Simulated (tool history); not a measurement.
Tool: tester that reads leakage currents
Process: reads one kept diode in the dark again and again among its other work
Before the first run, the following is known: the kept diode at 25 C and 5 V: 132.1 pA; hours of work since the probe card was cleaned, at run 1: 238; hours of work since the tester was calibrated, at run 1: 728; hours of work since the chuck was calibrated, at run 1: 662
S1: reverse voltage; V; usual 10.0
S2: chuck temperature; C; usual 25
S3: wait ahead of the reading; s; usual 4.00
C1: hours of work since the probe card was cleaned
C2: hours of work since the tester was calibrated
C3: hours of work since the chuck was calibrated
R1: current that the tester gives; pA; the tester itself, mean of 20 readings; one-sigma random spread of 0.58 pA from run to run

run,hour,S1,S2,S3,C1,C2,C3,R1
1,0.0,10.0,25,4.00,238,728,662,202.39
2,43.1,10.0,25,4.00,263,752,686,203.36
3,101.6,10.0,25,4.00,295,785,719,204.02
4,142.5,10.0,25,4.00,318,808,742,204.36
5,183.4,10.0,25,0.60,341,831,765,208.13
6,212.7,10.0,25,0.60,358,847,781,207.80
7,267.7,10.0,25,0.60,388,878,812,207.79
8,310.3,2.2,25,4.00,412,902,836,90.48
9,375.8,2.2,25,4.00,449,939,873,91.08
10,428.0,10.0,25,1.45,478,968,902,208.32
11,481.2,10.0,25,1.45,508,998,932,209.75
# hour 489.7: probe card cleaned and baked
12,542.4,10.0,25,1.45,30,1030,964,212.22
13,585.4,10.0,25,1.45,54,1054,988,212.07
14,639.1,10.0,25,1.45,84,1084,1018,213.15
15,668.3,10.0,27,4.00,100,1101,1035,255.63
# hour 687.5: probe card cleaned and baked, once more
16,711.2,8.8,25,4.00,13,1123,1057,193.12
17,760.2,8.8,25,4.00,41,1151,1085,194.10
18,795.3,19.7,29,0.92,60,1170,1104,442.61
19,846.4,1.0,32,0.58,89,1199,1133,116.93
20,898.9,16.1,32,2.60,118,1228,1162,523.18
21,939.7,4.3,25,1.18,141,1251,1185,132.44

Pick out some run-to-run changes in R1. Of each, how much would a tool without hidden state show as well, from the settings, what came in and chance, and how much is left for the hidden state and any gauge scatter not in both results compared?
Hidden state present: stray current of the dirty probe card, pA a volt; current scale over the true one, %; true chuck temperature over the reading, C; drift of the gauge itself on leakage_pa, %.
Run 19 -> 20: S1 1.0 -> 16.1, S3 0.58 -> 2.60. R1 +406.25 pA: hidden state +30.88, all else +375.37.
Run 20 -> 21: S1 16.1 -> 4.3, S2 32 -> 25, S3 2.60 -> 1.18. R1 -390.74 pA: hidden state -28.55, all else -362.19.
